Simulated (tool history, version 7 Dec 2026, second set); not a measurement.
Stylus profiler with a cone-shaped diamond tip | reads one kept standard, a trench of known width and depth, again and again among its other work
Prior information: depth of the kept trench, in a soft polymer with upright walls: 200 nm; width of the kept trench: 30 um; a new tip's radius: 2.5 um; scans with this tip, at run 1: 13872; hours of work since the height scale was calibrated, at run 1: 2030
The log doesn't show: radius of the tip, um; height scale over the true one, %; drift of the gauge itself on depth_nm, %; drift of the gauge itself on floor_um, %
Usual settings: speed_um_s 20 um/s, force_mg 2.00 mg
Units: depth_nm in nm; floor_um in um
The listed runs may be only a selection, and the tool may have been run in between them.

run	hour	speed_um_s	force_mg	scans with this tip	hours of work since the height scale was calibrated	depth_nm	floor_um
1	0.0	20	2.00	13872	2030	200.73	26.90
2	43.5	20	2.00	14095	2062	200.77	26.94
3	78.2	20	3.61	14273	2088	201.62	26.91
4	123.4	76	2.00	14504	2122	200.67	26.80
5	193.7	76	2.00	14864	2175	200.75	26.74
6	241.8	76	2.00	15110	2211	200.60	26.72
# hour 264.4: height scale calibrated on a step standard
7	284.5	76	2.00	15327	15	201.93	26.70
8	353.4	20	1.41	15679	67	201.59	26.85
9	393.0	36	2.00	15882	96	201.75	26.79
10	464.0	36	2.00	16246	150	201.92	26.74
11	518.5	36	2.00	16524	190	201.84	26.74
12	561.2	59	2.00	16743	222	201.81	26.63
13	614.2	59	2.00	17014	262	201.80	26.63
14	665.9	59	2.00	17279	301	201.71	26.65
15	696.4	20	0.80	17436	324	200.98	26.67
16	761.3	20	2.00	17768	372	201.79	26.73
17	820.7	20	2.00	18072	417	201.71	26.64
18	868.9	20	2.00	18319	453	201.77	26.70
19	925.0	19	5.79	18606	495	203.64	26.67
20	978.8	22	5.79	18881	535	203.53	26.67
21	1015.3	22	5.79	19068	563	203.51	26.60
22	1057.4	20	2.14	19283	594	201.79	26.64
23	1119.7	22	1.72	19603	641	201.51	26.62
24	1172.1	7	1.90	19871	680	201.61	26.63
25	1219.3	7	1.90	20113	715	201.48	26.58
26	1284.8	9	1.74	20448	764	201.31	26.58
27	1351.0	9	1.74	20787	814	201.32	26.49
28	1394.2	9	1.74	21008	846	201.25	26.51
29	1426.7	9	0.93	21175	871	200.77	26.49
30	1456.8	16	0.78	21328	893	200.59	26.47
31	1510.0	32	1.18	21601	933	201.05	26.39
32	1545.5	32	1.18	21783	960	200.90	26.41
33	1604.1	27	3.47	22083	1004	202.17	26.47
34	1645.2	54	0.81	22293	1034	200.58	26.32
# hour 1662.2: new tip fitted, height scale calibrated
35	1702.6	42	2.69	207	30	202.15	28.01
36	1731.5	23	2.69	355	52	202.09	28.01

5 ways to go on from here, each from the tool as it stands after run 36. What would each give?
A	1766.4	7	2.04	534	78	?	?
B	1766.4	19	1.13	534	78	?	?
C	1766.4	15	1.06	534	78	?	?
D	1766.4	50	3.00	534	78	?	?
E	1766.4	59	2.69	534	78	?	?

run	depth_nm	floor_um
A	201.73	27.94
B	201.24	27.94
C	201.12	27.99
D	202.34	27.91
E	202.08	27.89
Stripped of hidden state, with their random variation kept, the same runs would have yielded:
run	depth_nm	floor_um
A	201.77	27.98
B	201.28	27.98
C	201.16	28.02
D	202.38	27.94
E	202.12	27.93
